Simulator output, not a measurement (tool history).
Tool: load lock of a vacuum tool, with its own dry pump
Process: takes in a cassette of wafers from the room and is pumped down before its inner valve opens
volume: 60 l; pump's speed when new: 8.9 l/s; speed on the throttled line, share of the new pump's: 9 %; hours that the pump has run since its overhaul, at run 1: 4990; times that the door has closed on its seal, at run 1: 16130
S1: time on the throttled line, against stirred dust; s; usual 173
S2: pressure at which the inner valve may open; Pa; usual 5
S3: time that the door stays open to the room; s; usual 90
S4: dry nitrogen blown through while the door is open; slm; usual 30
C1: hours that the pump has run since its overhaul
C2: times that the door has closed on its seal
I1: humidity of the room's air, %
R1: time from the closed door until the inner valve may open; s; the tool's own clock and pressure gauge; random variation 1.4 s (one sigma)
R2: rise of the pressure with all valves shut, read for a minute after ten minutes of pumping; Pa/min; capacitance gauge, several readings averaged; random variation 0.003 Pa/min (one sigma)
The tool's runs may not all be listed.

run,day,S1,S2,S3,S4,C1,C2,I1,R1,R2
1,0.000,173,5,90,30,4990,16130,44.2,228.8,0.197
2,10.704,136,5,90,30,5247,16790,42.8,194.6,0.212
3,21.000,136,5,90,30,5494,17426,42.4,197.1,0.219
4,26.467,136,5,90,30,5625,17763,43.4,196.2,0.225
5,34.996,136,5,90,30,5830,18290,49.1,194.8,0.242
6,40.288,136,5,90,30,5957,18616,47.6,197.2,0.243
7,47.625,136,5,90,30,6133,19069,43.2,196.7,0.252
8,52.933,173,6,90,30,6260,19397,43.2,229.5,0.258
9,62.950,173,5,27,30,6501,20015,44.4,228.2,0.256
10,72.496,173,5,27,30,6730,20604,45.4,230.1,0.274
11,76.971,173,5,27,30,6837,20880,44.8,231.2,0.279
12,82.204,173,9,90,30,6963,21203,46.0,226.1,0.302
13,88.150,173,5,90,30,7105,21570,46.3,230.6,0.302
14,94.254,173,5,134,30,7252,21946,44.0,230.9,0.306
15,98.846,173,5,134,30,7362,22230,43.3,228.9,0.322
16,108.204,173,5,90,30,7587,22807,44.3,229.6,0.321
17,115.958,173,5,90,30,7773,23285,44.4,230.7,0.344
18,125.450,173,8,90,30,8001,23871,43.6,225.1,0.359
19,130.462,173,8,90,30,8121,24181,47.1,228.1,0.364
20,139.688,316,5,63,30,8342,24750,44.2,361.1,0.367
21,144.700,173,8,34,30,8463,25059,46.6,227.6,0.369
22,153.242,173,8,34,30,8668,25586,44.2,225.1,0.394
23,159.554,173,8,34,30,8819,25976,45.3,228.3,0.397
24,164.233,173,8,34,22,8931,26265,45.1,229.1,0.414
25,172.604,206,4,34,10,9132,26781,42.0,265.0,0.428
26,179.146,206,4,34,10,9289,27185,44.0,263.0,0.427
27,183.800,183,5,34,24,9401,27472,43.2,241.6,0.432
28,190.400,183,5,34,24,9559,27879,47.8,244.5,0.438
29,199.392,183,5,34,15,9775,28434,43.1,242.1,0.451
30,206.812,183,5,34,15,9953,28892,46.7,240.6,0.462
31,211.833,218,5,90,30,10074,29202,43.8,270.2,0.478
32,217.083,305,9,90,16,10200,29526,47.9,347.2,0.511
33,227.025,305,9,90,16,10438,30139,45.7,349.5,0.516
34,235.508,173,5,52,5,10642,30663,42.3,234.3,0.534
# day 237.333: door's seal changed, seat wiped
35,240.458,173,5,52,5,10759,192,45.5,231.9,0.037
36,245.329,90,5,45,10,10876,493,45.2,159.8,0.026
37,252.804,90,5,45,10,11056,954,41.8,159.3,0.026

Forecast each of these 3 alternatives for the next run:
A,259.917,162,5,90,30,11226,1393,43.9,?,?
B,259.917,173,5,35,16,11226,1393,44.7,?,?
C,259.917,90,6,200,45,11226,1393,43.6,?,?

run,R1,R2
A,223.6,0.026
B,234.2,0.032
C,157.6,0.034
Without the tool's hidden state the same runs would have given:
run,R1,R2
A,213.5,0.019
B,224.5,0.025
C,146.7,0.026
